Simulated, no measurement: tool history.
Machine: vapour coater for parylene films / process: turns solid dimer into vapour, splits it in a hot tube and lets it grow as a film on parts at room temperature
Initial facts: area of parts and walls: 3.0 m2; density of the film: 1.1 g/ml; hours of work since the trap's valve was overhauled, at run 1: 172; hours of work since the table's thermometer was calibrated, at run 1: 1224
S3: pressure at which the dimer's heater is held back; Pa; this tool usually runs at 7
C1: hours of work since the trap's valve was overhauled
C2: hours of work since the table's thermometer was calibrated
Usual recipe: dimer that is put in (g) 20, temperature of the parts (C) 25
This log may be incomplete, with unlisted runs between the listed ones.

{"run": 1, "hour": 0.0, "dimer that is put in (g)": 20, "temperature of the parts (C)": 25, "S3": 7, "C1": 172, "C2": 1224, "thickness of the film (µm)": 2.71}
{"run": 2, "hour": 33.9, "dimer that is put in (g)": 20, "temperature of the parts (C)": 25, "S3": 7, "C1": 196, "C2": 1248, "thickness of the film (µm)": 2.71}
{"hour": 62.4, "done": "trap's valve overhauled"}
{"run": 3, "hour": 62.4, "dimer that is put in (g)": 20, "temperature of the parts (C)": 25, "S3": 7, "C1": 0, "C2": 1265, "thickness of the film (µm)": 3.02}
{"run": 4, "hour": 81.1, "dimer that is put in (g)": 20, "temperature of the parts (C)": 25, "S3": 7, "C1": 13, "C2": 1278, "thickness of the film (µm)": 3.02}
{"run": 5, "hour": 109.8, "dimer that is put in (g)": 20, "temperature of the parts (C)": 25, "S3": 7, "C1": 33, "C2": 1299, "thickness of the film (µm)": 2.94}
{"run": 6, "hour": 135.0, "dimer that is put in (g)": 20, "temperature of the parts (C)": 25, "S3": 7, "C1": 51, "C2": 1316, "thickness of the film (µm)": 2.96}
{"run": 7, "hour": 173.4, "dimer that is put in (g)": 20, "temperature of the parts (C)": 25, "S3": 7, "C1": 78, "C2": 1343, "thickness of the film (µm)": 2.88}
{"run": 8, "hour": 213.7, "dimer that is put in (g)": 20, "temperature of the parts (C)": 25, "S3": 7, "C1": 107, "C2": 1372, "thickness of the film (µm)": 2.91}
{"run": 9, "hour": 256.0, "dimer that is put in (g)": 20, "temperature of the parts (C)": 25, "S3": 7, "C1": 136, "C2": 1402, "thickness of the film (µm)": 2.79}
{"run": 10, "hour": 285.1, "dimer that is put in (g)": 20, "temperature of the parts (C)": 25, "S3": 7, "C1": 157, "C2": 1422, "thickness of the film (µm)": 2.84}
{"run": 11, "hour": 321.6, "dimer that is put in (g)": 20, "temperature of the parts (C)": 25, "S3": 7, "C1": 183, "C2": 1448, "thickness of the film (µm)": 2.74}
{"run": 12, "hour": 354.9, "dimer that is put in (g)": 20, "temperature of the parts (C)": 25, "S3": 7, "C1": 206, "C2": 1471, "thickness of the film (µm)": 2.71}
{"hour": 370.1, "done": "trap's valve overhauled"}
{"run": 13, "hour": 390.2, "dimer that is put in (g)": 20, "temperature of the parts (C)": 25, "S3": 7, "C1": 14, "C2": 1493, "thickness of the film (µm)": 3}
{"run": 14, "hour": 416.3, "dimer that is put in (g)": 20, "temperature of the parts (C)": 25, "S3": 7, "C1": 33, "C2": 1512, "thickness of the film (µm)": 2.9}
{"run": 15, "hour": 440.5, "dimer that is put in (g)": 20, "temperature of the parts (C)": 25, "S3": 7, "C1": 50, "C2": 1529, "thickness of the film (µm)": 2.92}
{"run": 16, "hour": 460.4, "dimer that is put in (g)": 20, "temperature of the parts (C)": 25, "S3": 7, "C1": 64, "C2": 1543, "thickness of the film (µm)": 2.96}
{"run": 17, "hour": 480.9, "dimer that is put in (g)": 20, "temperature of the parts (C)": 25, "S3": 7, "C1": 78, "C2": 1557, "thickness of the film (µm)": 2.9}
{"run": 18, "hour": 523.4, "dimer that is put in (g)": 20, "temperature of the parts (C)": 25, "S3": 7, "C1": 108, "C2": 1587, "thickness of the film (µm)": 2.87}
{"run": 19, "hour": 568.2, "dimer that is put in (g)": 20, "temperature of the parts (C)": 25, "S3": 7, "C1": 140, "C2": 1619, "thickness of the film (µm)": 2.83}
{"run": 20, "hour": 613.3, "dimer that is put in (g)": 20, "temperature of the parts (C)": 25, "S3": 7, "C1": 171, "C2": 1651, "thickness of the film (µm)": 2.8}
{"run": 21, "hour": 636.9, "dimer that is put in (g)": 20, "temperature of the parts (C)": 26, "S3": 4.04, "C1": 188, "C2": 1667, "thickness of the film (µm)": 2.82}
{"hour": 677.8, "done": "trap's valve overhauled"}
{"run": 22, "hour": 680.1, "dimer that is put in (g)": 20, "temperature of the parts (C)": 26, "S3": 4.04, "C1": 2, "C2": 1695, "thickness of the film (µm)": 3.11}
{"run": 23, "hour": 710.6, "dimer that is put in (g)": 20, "temperature of the parts (C)": 25, "S3": 9.93, "C1": 23, "C2": 1716, "thickness of the film (µm)": 2.83}
{"run": 24, "hour": 743.7, "dimer that is put in (g)": 15, "temperature of the parts (C)": 18, "S3": 3.96, "C1": 46, "C2": 1740, "thickness of the film (µm)": 2.7}
{"run": 25, "hour": 763.5, "dimer that is put in (g)": 15, "temperature of the parts (C)": 18, "S3": 3.96, "C1": 60, "C2": 1753, "thickness of the film (µm)": 2.7}
{"run": 26, "hour": 807.1, "dimer that is put in (g)": 20, "temperature of the parts (C)": 25, "S3": 5.95, "C1": 91, "C2": 1784, "thickness of the film (µm)": 2.9}
{"run": 27, "hour": 829.9, "dimer that is put in (g)": 14, "temperature of the parts (C)": 25, "S3": 7, "C1": 107, "C2": 1800, "thickness of the film (µm)": 1.98}
{"run": 28, "hour": 859.2, "dimer that is put in (g)": 19, "temperature of the parts (C)": 22, "S3": 2.2, "C1": 128, "C2": 1821, "thickness of the film (µm)": 3.18}
{"run": 29, "hour": 879.1, "dimer that is put in (g)": 17, "temperature of the parts (C)": 25, "S3": 3.65, "C1": 142, "C2": 1835, "thickness of the film (µm)": 2.55}
{"run": 30, "hour": 920.5, "dimer that is put in (g)": 17, "temperature of the parts (C)": 25, "S3": 3.65, "C1": 171, "C2": 1864, "thickness of the film (µm)": 2.47}
{"run": 31, "hour": 963.5, "dimer that is put in (g)": 34, "temperature of the parts (C)": 23, "S3": 7, "C1": 201, "C2": 1894, "thickness of the film (µm)": 4.84}
{"hour": 985.2, "done": "trap's valve overhauled"}
{"run": 32, "hour": 1004.7, "dimer that is put in (g)": 34, "temperature of the parts (C)": 23, "S3": 3.8, "C1": 14, "C2": 1921, "thickness of the film (µm)": 5.6}
{"run": 33, "hour": 1026.4, "dimer that is put in (g)": 34, "temperature of the parts (C)": 23, "S3": 3.8, "C1": 29, "C2": 1936, "thickness of the film (µm)": 5.62}
{"run": 34, "hour": 1066.4, "dimer that is put in (g)": 34, "temperature of the parts (C)": 23, "S3": 3.8, "C1": 57, "C2": 1964, "thickness of the film (µm)": 5.43}
{"hour": 1075.5, "done": "table's thermometer calibrated"}
{"run": 35, "hour": 1085.8, "dimer that is put in (g)": 12, "temperature of the parts (C)": 34, "S3": 3.8, "C1": 70, "C2": 7, "thickness of the film (µm)": 1.52}
{"run": 36, "hour": 1108.6, "dimer that is put in (g)": 12, "temperature of the parts (C)": 21, "S3": 5.1, "C1": 86, "C2": 23, "thickness of the film (µm)": 1.97}

Consider 3 possible next runs. They are alternatives, not a sequence: every one starts from the tool as it was left by run 36. What does each give?
{"run": "A", "hour": 1136.4, "dimer that is put in (g)": 14, "temperature of the parts (C)": 25, "S3": 5.62, "C1": 106, "C2": 43, "thickness of the film (µm)": "?"}
{"run": "B", "hour": 1136.4, "dimer that is put in (g)": 20, "temperature of the parts (C)": 22, "S3": 2.76, "C1": 106, "C2": 43, "thickness of the film (µm)": "?"}
{"run": "C", "hour": 1136.4, "dimer that is put in (g)": 14, "temperature of the parts (C)": 21, "S3": 5.1, "C1": 106, "C2": 43, "thickness of the film (µm)": "?"}

run=A thickness_of_the_film_(µm)=2.03
run=B thickness_of_the_film_(µm)=3.34
run=C thickness_of_the_film_(µm)=2.25
Without the tool's hidden state the same runs would have given:
run=A thickness_of_the_film_(µm)=2.16
run=B thickness_of_the_film_(µm)=3.55
run=C thickness_of_the_film_(µm)=2.38

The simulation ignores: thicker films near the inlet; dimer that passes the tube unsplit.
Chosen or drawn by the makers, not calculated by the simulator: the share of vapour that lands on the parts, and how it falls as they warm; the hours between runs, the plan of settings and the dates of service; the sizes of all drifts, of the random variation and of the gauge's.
